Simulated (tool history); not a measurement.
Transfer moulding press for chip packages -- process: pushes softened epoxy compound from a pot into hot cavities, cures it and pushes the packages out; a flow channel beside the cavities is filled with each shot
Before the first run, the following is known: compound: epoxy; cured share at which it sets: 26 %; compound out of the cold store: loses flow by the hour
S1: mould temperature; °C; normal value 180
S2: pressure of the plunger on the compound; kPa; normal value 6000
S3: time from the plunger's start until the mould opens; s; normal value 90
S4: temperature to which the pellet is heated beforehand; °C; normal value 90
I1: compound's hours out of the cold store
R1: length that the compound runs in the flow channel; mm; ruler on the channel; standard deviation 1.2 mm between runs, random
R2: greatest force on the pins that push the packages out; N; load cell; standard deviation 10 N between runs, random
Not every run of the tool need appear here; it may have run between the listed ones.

run,hour,S1,S2,S3,S4,I1,R1,R2
1,0,180,6000,90,90,20.7,787,575
2,15.4,180,6000,90,90,41.4,661,584
# hour 27.9: cavities cleaned with cleaning compound and waxed
3,28,180,6000,90,90,20.4,788,717
4,43.1,180,6000,90,90,45.2,640,630
5,58.9,180,6000,90,90,35.5,693,685
6,73.2,180,6000,90,90,25.3,752,690
# hour 77: cavities cleaned with cleaning compound and waxed
7,83.6,180,6000,90,99,9.1,860,543
8,99.8,180,6000,90,85,39.6,668,560
# hour 111.4: cavities cleaned with cleaning compound and waxed, once more
9,118.2,180,6000,90,85,47.1,627,506
10,135.5,180,6000,90,90,47.6,623,570
11,147.5,180,6000,90,90,19.9,783,617
12,157.2,180,6000,90,90,24.5,757,652
# hour 160.2: cavities cleaned with cleaning compound and waxed
13,168.5,180,6000,90,90,15.1,813,538
14,177.7,180,6000,90,90,39.6,664,542
# hour 184.8: plunger's sealing rings changed
15,188.2,180,6000,90,90,15.4,825,589
16,195.8,180,6220,118,90,20.1,806,487
17,203.3,180,6220,118,90,11.9,866,508
# hour 212.2: cavities cleaned with cleaning compound and waxed
18,218.1,184,5740,91,90,8.1,837,458
19,228.2,179,7360,123,90,9.3,965,465
20,239.2,181,5740,79,89,11.8,822,743
21,248.2,174,6000,90,84,36.2,711,893
# hour 261.5: cavities cleaned with cleaning compound and waxed
22,263.2,185,6590,127,84,21.1,802,410
23,278.1,181,6000,82,90,22.3,769,641
24,292.8,180,6350,90,86,22.2,796,610
# hour 310.1: cavities cleaned with cleaning compound and waxed
25,310.8,180,6350,90,86,47.9,641,488
26,323.2,185,6350,90,86,17.6,807,471
27,340.6,185,6350,87,92,19,795,508
28,350.3,185,6350,87,92,26.5,744,553
# hour 359.3: cavities cleaned with cleaning compound and waxed
29,362.9,180,6350,125,82,14.3,844,415

Each row is a separate what-if for the run after 29, all from the same tool condition, not one after another. Results?
A,371.8,179,6000,110,90,25.1,?,?
B,371.8,180,5440,125,82,24,?,?
C,371.8,172,7210,125,94,47.6,?,?

run,R1,R2
A,755,460
B,720,429
C,708,493
What these runs would have given with no unlogged condition in the tool:
run,R1,R2
A,766,411
B,730,388
C,717,435
